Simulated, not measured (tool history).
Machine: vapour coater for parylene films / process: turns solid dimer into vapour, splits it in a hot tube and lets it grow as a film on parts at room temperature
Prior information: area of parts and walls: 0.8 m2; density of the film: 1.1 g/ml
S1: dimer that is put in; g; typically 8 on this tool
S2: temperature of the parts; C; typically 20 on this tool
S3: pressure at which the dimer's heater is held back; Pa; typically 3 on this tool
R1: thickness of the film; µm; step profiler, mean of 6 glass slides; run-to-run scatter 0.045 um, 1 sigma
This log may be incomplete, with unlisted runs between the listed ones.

run,hour,S1,S2,S3,R1
1,0,8,20,3,4.54
2,32.4,8,20,3,4.42
# hour 60.7: trap's valve overhauled
3,89.4,8,20,3,4.96
4,142.9,8,20,3,4.8
5,172,8,20,3,4.76
6,234.8,13,20,3,7.51
7,292.1,13,20,3,7.18
# hour 345.6: trap's valve overhauled
8,347.3,13,20,3,8.37
9,403,8,13,3,5.88
10,461.4,6,20,3,3.53
11,496.3,6,20,3,3.49
12,558.4,8,20,5.1,4.02
13,588.6,8,20,5.1,3.87
# hour 625.9: trap's valve overhauled
14,627.3,8,20,3,5.01
15,670.9,8,20,3,5
16,715.2,8,20,3,4.81
17,749.4,8,19,3,4.81
18,792.1,8,19,3,4.71
# hour 797.6: table's thermometer calibrated
19,856.3,8,20,6.13,3.85
20,887.2,8,20,3.84,4.06
# hour 912.1: trap's valve overhauled
21,945.7,8,20,6.73,4.11
22,988.4,8,20,6.73,4
23,1022.9,8,20,6.73,3.91
# hour 1035.3: table's thermometer calibrated, once more
24,1086.6,13,16,8.54,6.56
25,1119.2,13,16,8.54,6.43
26,1170.1,8,20,4.37,4.09
# hour 1195.2: trap's valve overhauled
27,1205.8,7,20,9.72,3.39
28,1244.1,7,24,3.56,3.8
29,1275.1,4,20,2.9,2.46
30,1304.5,4,20,2.9,2.4
31,1331,4,24,3,2.15
32,1392.6,5,15,3,3.29
33,1442.1,5,15,3,3.14
# hour 1476.7: trap's valve overhauled
34,1499.1,11,29,2.85,5.58
35,1545.1,11,29,2.85,5.43
36,1592.5,11,13,5.34,6.79
37,1639.9,13,22,10.92,5.37
38,1699.3,3,25,10.22,1.11
39,1737,3,25,10.22,1.09
# hour 1756.9: trap's valve overhauled
40,1779.3,3,25,10.22,1.24
41,1810.1,3,25,10.22,1.21
42,1852.3,7,20,2.74,4.36
43,1882.5,4,17,2.74,2.54
44,1921.2,8,20,2.06,5.01
45,1967.9,7,20,2.06,4.27
46,1997.5,7,20,2.06,4.13

For each run, the measured value with the value that run would have given without the tool's hidden condition subtracted. The run-to-run variation is shared by both, the gauge scatter possibly not:
The tool's hidden condition here consists of: vapour lost through the trap's worn valve, %; true temperature of the parts over the reading, C; drift of the gauge itself on film_um, %.
run,R1
1,-0.59
2,-0.68
3,-0.11
4,-0.25
5,-0.33
6,-0.83
7,-1.09
8,-0.06
9,-0.24
10,-0.27
11,-0.35
12,-0.57
13,-0.63
14,-0.05
15,-0.16
16,-0.29
17,-0.39
18,-0.52
19,-0.6
20,-0.75
21,-0.17
22,-0.27
23,-0.34
24,-0.67
25,-0.81
26,-0.65
27,-0.04
28,-0.13
29,-0.13
30,-0.17
31,-0.18
32,-0.4
33,-0.5
34,-0.1
35,-0.24
36,-0.49
37,-0.55
38,-0.16
39,-0.18
40,-0.03
41,-0.05
42,-0.27
43,-0.21
44,-0.55
45,-0.59
46,-0.67
